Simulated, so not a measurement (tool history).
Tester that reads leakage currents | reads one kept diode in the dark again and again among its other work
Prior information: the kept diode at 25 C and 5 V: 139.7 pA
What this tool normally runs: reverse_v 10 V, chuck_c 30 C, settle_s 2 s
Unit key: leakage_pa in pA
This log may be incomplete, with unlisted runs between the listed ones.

run	hour	reverse_v	chuck_c	settle_s	leakage_pa
1	0	10	30	2	264.72
2	65.2	10	30	2	265.69
3	121.1	19.4	30	2	342.25
4	183.9	10	30	2	266.43
5	245.2	10	30	2	264.97
6	313.3	10	30	0.36	269.92
7	351.8	10	30	0.36	270.05
8	436.5	10	30	2	264.89
9	498.3	10	30	2	264.43
# hour 510.3: probe card cleaned and baked
10	589.2	10	30	8.23	264.42
11	630	13	25	5.72	200.3
12	716.9	13	25	5.72	200.87
13	795.5	13	25	5.72	202.02
14	869.7	13	25	6.35	200.84
15	920.1	2.3	57	6.48	948.26
16	972.1	2.3	57	6.48	945.16
17	1008.6	16.8	24	3.14	206.12

Alternative continuations, all from the tool just after run 17; predict every row:
A	1051.2	16.8	43	3.14	?
B	1051.2	5.6	39	0.63	?
C	1051.2	16.8	24	0.71	?
D	1051.2	1.4	27	0.46	?

run	leakage_pa
A	806.96
B	405.53
C	210.41
D	101.45
Without the tool's hidden state the same runs would have given:
run	leakage_pa
A	806.25
B	405.18
C	210.15
D	101.36
